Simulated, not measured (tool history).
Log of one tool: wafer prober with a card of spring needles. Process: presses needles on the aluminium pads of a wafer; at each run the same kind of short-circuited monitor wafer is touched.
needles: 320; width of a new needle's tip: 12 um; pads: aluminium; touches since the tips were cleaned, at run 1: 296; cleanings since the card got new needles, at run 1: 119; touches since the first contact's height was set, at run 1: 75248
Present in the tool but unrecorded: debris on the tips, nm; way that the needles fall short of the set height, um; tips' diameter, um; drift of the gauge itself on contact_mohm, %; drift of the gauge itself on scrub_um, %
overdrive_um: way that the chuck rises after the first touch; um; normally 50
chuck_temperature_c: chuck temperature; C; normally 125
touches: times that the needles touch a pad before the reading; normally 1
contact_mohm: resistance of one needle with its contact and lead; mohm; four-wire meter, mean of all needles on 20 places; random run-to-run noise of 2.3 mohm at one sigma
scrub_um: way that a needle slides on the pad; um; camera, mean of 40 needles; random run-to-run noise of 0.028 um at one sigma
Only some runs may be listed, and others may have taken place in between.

run	hour	overdrive_um	chuck_temperature_c	touches	touches since the tips were cleaned	cleanings since the card got new needles	touches since the first contact's height was set	contact_mohm	scrub_um
1	0	50	125	1	296	119	75248	275	7.96
# hour 12.5: tips cleaned on abrasive film
# hour 28: tips cleaned on abrasive film
# hour 43.5: tips cleaned on abrasive film
2	51	50	125	1	3146	122	96486	384	7.82
# hour 57.3: tips cleaned on abrasive film
# hour 72.9: tips cleaned on abrasive film
# hour 88.4: tips cleaned on abrasive film
3	96.1	50	125	1	3222	125	115216	391	7.81
# hour 102.4: tips cleaned on abrasive film
# hour 117.9: tips cleaned on abrasive film
# hour 130.4: tips cleaned on abrasive film
4	137.4	50	125	1	2938	128	132368	377	7.69
# hour 143.7: tips cleaned on abrasive film
# hour 159.2: tips cleaned on abrasive film
# hour 174.7: tips cleaned on abrasive film
# hour 190.3: tips cleaned on abrasive film
5	194	50	55	1	1560	132	155895	353	7.66
# hour 203.4: tips cleaned on abrasive film
# hour 215.8: tips cleaned on abrasive film
# hour 222.3: height of the first contact set anew
# hour 231.6: tips cleaned on abrasive film
# hour 247.2: tips cleaned on abrasive film
6	251.6	50	55	1	1867	136	12204	340	8.17
# hour 261: tips cleaned on abrasive film
# hour 276.6: tips cleaned on abrasive film
# hour 292.1: tips cleaned on abrasive film
# hour 307.6: tips cleaned on abrasive film
# hour 320.1: tips cleaned on abrasive film
7	321.4	50	55	1	550	141	41184	287	8.11
# hour 333.8: tips cleaned on abrasive film
# hour 349.4: tips cleaned on abrasive film
8	359.9	50	55	1	4381	143	57196	411	8.02
# hour 363: tips cleaned on abrasive film
# hour 375.5: tips cleaned on abrasive film
# hour 391: tips cleaned on abrasive film
9	403.1	50	29	1	5044	146	75163	423	7.99
# hour 406.3: tips cleaned on abrasive film, once more
# hour 421.8: tips cleaned on abrasive film
# hour 437.4: tips cleaned on abrasive film
10	442	50	29	1	1960	149	91339	358	7.93
# hour 451.4: tips cleaned on abrasive film
# hour 466.9: tips cleaned on abrasive film
# hour 482.5: tips cleaned on abrasive film
# hour 498: tips cleaned on abrasive film
# hour 513.6: tips cleaned on abrasive film
11	515.2	50	29	1	702	154	121763	298	7.78
# hour 527.7: tips cleaned on abrasive film
# hour 543.2: tips cleaned on abrasive film
# hour 558.8: tips cleaned on abrasive film
# hour 574.3: tips cleaned on abrasive film
12	580.2	50	29	1	2469	158	148785	388	7.76
# hour 589.6: tips cleaned on abrasive film
# hour 605.1: tips cleaned on abrasive film
# hour 620.6: tips cleaned on abrasive film
# hour 624: height of the first contact set anew
# hour 636.5: tips cleaned on abrasive film
# hour 650.1: tips cleaned on abrasive film
13	650.1	50	29	1	0	163	10827	249	8.19
# hour 665.6: tips cleaned on abrasive film
# hour 681.1: tips cleaned on abrasive film
14	690.8	50	29	1	4032	165	27766	403	8.09
# hour 694: tips cleaned on abrasive film
# hour 709.5: tips cleaned on abrasive film
# hour 725: tips cleaned on abrasive film
# hour 740.6: tips cleaned on abrasive film
15	750.5	50	29	1	4150	169	52593	419	8.1
# hour 753.7: tips cleaned on abrasive film
# hour 769.2: tips cleaned on abrasive film
# hour 781.7: tips cleaned on abrasive film
16	790.1	31	29	2	3520	172	69035	503	4.81
# hour 796.3: tips cleaned on abrasive film
# hour 811.9: tips cleaned on abrasive film
# hour 827.4: tips cleaned on abrasive film
# hour 842.9: tips cleaned on abrasive film
17	853.1	70	29	1	4253	176	95247	326	11.15
# hour 856.3: tips cleaned on abrasive film
# hour 871.8: tips cleaned on abrasive film
# hour 884.3: tips cleaned on abrasive film
# hour 899.8: tips cleaned on abrasive film
# hour 912.3: tips cleaned on abrasive film
18	915.1	70	33	1	1166	181	120967	279	11.12
# hour 927.5: tips cleaned on abrasive film
# hour 943.1: tips cleaned on abrasive film
19	947.1	50	38	1	1707	183	134306	366	7.79
# hour 956.5: tips cleaned on abrasive film
# hour 972: tips cleaned on abrasive film
# hour 987.6: tips cleaned on abrasive film
# hour 1003.1: tips cleaned on abrasive film
20	1013.1	41	97	1	4204	187	161763	554	6.25
# hour 1016.3: tips cleaned on abrasive film
# hour 1025.9: height of the first contact set anew
# hour 1029.1: tips cleaned on abrasive film
# hour 1044.6: tips cleaned on abrasive film
# hour 1060.2: tips cleaned on abrasive film
# hour 1072.6: tips cleaned on abrasive film
21	1081.1	41	97	1	3575	192	22960	499	6.63
# hour 1087.4: tips cleaned on abrasive film
# hour 1103: tips cleaned on abrasive film
# hour 1118.5: tips cleaned on abrasive film
# hour 1134: tips cleaned on abrasive film
# hour 1147.8: tips cleaned on abrasive film
22	1147.8	50	125	2	0	197	50662	281	8.04
# hour 1163.4: tips cleaned on abrasive film
# hour 1178.9: tips cleaned on abrasive film
23	1186.2	50	125	2	3046	199	66628	359	7.97
# hour 1192.5: tips cleaned on abrasive film
# hour 1208: tips cleaned on abrasive film
# hour 1220.5: tips cleaned on abrasive film
# hour 1236: tips cleaned on abrasive film
24	1247.4	50	125	2	4775	203	92081	372	7.93
# hour 1250.6: tips cleaned on abrasive film
# hour 1266.1: tips cleaned on abrasive film
# hour 1281.7: tips cleaned on abrasive film
25	1283.2	39	125	2	650	206	106946	334	6.03

Here are 3 independent what-if runs from the current tool condition. What would each one return?
# hour 1295.7: tips cleaned on abrasive film
# hour 1311.2: tips cleaned on abrasive film
# hour 1326.7: tips cleaned on abrasive film
# hour 1342.3: tips cleaned on abrasive film
# hour 1356.8: tips cleaned on abrasive film
A	1356.8	62	84	2	0	211	137519	?	?
# hour 1295.7: tips cleaned on abrasive film
# hour 1311.2: tips cleaned on abrasive film
# hour 1326.7: tips cleaned on abrasive film
# hour 1342.3: tips cleaned on abrasive film
# hour 1356.8: tips cleaned on abrasive film
B	1356.8	38	88	2	0	211	137519	?	?
# hour 1295.7: tips cleaned on abrasive film
# hour 1311.2: tips cleaned on abrasive film
# hour 1326.7: tips cleaned on abrasive film
# hour 1342.3: tips cleaned on abrasive film
# hour 1356.8: tips cleaned on abrasive film
C	1356.8	41	125	1	0	211	137519	?	?

run	contact_mohm	scrub_um
A	260	9.77
B	283	5.8
C	304	6.26
With no hidden state in the tool, these same runs would have given:
run	contact_mohm	scrub_um
A	242	10.19
B	244	6.22
C	258	6.68

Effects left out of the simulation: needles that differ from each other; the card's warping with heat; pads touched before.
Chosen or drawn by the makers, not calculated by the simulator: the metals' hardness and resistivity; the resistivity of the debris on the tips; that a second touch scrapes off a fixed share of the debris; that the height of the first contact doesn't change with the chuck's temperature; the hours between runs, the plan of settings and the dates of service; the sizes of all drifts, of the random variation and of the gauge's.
